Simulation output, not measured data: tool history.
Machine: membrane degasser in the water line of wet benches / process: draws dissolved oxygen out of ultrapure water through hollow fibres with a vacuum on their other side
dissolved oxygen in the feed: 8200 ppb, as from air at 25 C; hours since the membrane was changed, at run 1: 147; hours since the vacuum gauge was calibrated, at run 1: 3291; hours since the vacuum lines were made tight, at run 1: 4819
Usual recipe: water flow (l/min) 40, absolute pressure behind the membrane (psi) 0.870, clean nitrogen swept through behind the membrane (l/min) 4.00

run,hour,water flow (l/min),absolute pressure behind the membrane (psi),clean nitrogen swept through behind the membrane (l/min),hours since the membrane was changed,hours since the vacuum gauge was calibrated,hours since the vacuum lines were made tight,dissolved oxygen in the water behind the degasser (ppb),pressure that the water loses in the fibres (psi)
1,0.0,40,0.870,4.00,147,3291,4819,78.3,5.501
2,54.1,40,0.870,4.00,201,3345,4873,76.1,5.510
3,77.7,40,0.870,4.00,224,3369,4897,78.4,5.472
4,129.2,40,0.870,4.00,276,3420,4948,78.7,5.553
5,161.1,40,0.908,4.00,308,3452,4980,84.3,5.507
6,211.9,42,0.908,4.00,359,3503,5031,88.1,5.745
7,261.6,40,0.870,4.00,408,3552,5081,77.2,5.462
8,302.9,40,1.433,9.01,450,3594,5122,83.1,5.510
9,335.6,41,0.870,4.00,482,3626,5155,81.9,5.642
10,365.8,41,0.870,4.00,513,3657,5185,84.2,5.656
11,398.0,63,0.930,4.00,545,3689,5217,172.8,8.704

The next listed run, before its measurement:
# hour 413.4: vacuum gauge calibrated
12,431.7,63,0.930,4.00,578,18,5250,?,?

{"run 12": {"dissolved oxygen in the water behind the degasser (ppb)": 169.3, "pressure that the water loses in the fibres (psi)": 8.699}}
On a tool with no hidden condition, and with the same random variation, this run would have come out at dissolved oxygen in the water behind the degasser (ppb) 168.2, pressure that the water loses in the fibres (psi) 8.666.
